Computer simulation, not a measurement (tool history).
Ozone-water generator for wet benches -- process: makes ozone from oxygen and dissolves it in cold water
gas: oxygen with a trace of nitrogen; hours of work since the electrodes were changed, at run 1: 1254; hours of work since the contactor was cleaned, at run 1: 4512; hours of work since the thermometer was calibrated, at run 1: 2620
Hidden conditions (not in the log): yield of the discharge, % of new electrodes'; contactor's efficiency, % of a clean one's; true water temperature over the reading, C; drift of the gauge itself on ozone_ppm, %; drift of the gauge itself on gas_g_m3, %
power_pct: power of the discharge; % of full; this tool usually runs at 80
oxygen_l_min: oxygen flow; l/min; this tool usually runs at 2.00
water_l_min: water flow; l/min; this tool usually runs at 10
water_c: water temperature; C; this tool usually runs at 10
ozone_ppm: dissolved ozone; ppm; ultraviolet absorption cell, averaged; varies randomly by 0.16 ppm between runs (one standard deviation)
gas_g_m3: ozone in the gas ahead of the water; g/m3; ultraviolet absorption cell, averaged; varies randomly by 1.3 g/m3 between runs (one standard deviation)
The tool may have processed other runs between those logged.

run	day	power_pct	oxygen_l_min	water_l_min	water_c	hours of work since the electrodes were changed	hours of work since the contactor was cleaned	hours of work since the thermometer was calibrated	ozone_ppm	gas_g_m3
1	0.000	80	2.00	10	10	1254	4512	2620	18.8	233.0
2	5.821	80	2.00	10	10	1347	4605	2713	18.8	233.8
3	10.633	80	2.00	10	10	1424	4682	2790	18.6	232.7
4	14.000	80	2.00	10	10	1478	4736	2844	18.4	229.3
5	21.154	80	2.00	10	10	1592	4851	2958	18.6	229.3
6	26.775	80	2.95	10	10	1682	4941	3048	18.9	184.8
7	33.567	80	2.95	10	10	1791	5049	3157	18.6	183.8
8	40.842	80	2.00	10	10	1907	5165	3273	18.2	229.9
9	45.662	80	2.00	10	10	1984	5243	3350	18.2	231.2
10	52.817	40	2.00	12	10	2099	5357	3464	11.1	162.7
11	60.304	80	2.17	10	13	2218	5477	3584	17.8	216.9
12	67.075	80	1.40	10	10	2327	5585	3692	17.2	280.1
13	70.729	88	2.13	9	10	2385	5643	3751	21.1	230.6
14	74.217	80	1.60	10	10	2441	5699	3807	17.3	257.8
15	81.975	53	1.60	10	10	2565	5823	3931	14.5	215.9
16	87.733	53	1.60	10	10	2657	5915	4023	14.3	210.4
17	93.429	53	1.60	10	11	2748	6006	4114	14.0	211.5

What if the next run were any one of these 5? Each begins from the tool's condition after run 17:
A	101.338	82	1.60	10	12	2875	6133	4240	?	?
B	101.338	99	3.41	10	8	2875	6133	4240	?	?
C	101.338	42	2.00	10	10	2875	6133	4240	?	?
D	101.338	80	2.00	7	10	2875	6133	4240	?	?
E	101.338	80	1.12	6	10	2875	6133	4240	?	?

run	ozone_ppm	gas_g_m3
A	17.2	260.6
B	20.6	184.4
C	13.0	168.4
D	24.2	223.5
E	26.8	314.2
Take away the tool's hidden state, keep each run's random variation, and the runs would have read:
run	ozone_ppm	gas_g_m3
A	19.8	278.3
B	23.8	198.1
C	14.7	176.2
D	27.6	238.4
E	30.5	335.2

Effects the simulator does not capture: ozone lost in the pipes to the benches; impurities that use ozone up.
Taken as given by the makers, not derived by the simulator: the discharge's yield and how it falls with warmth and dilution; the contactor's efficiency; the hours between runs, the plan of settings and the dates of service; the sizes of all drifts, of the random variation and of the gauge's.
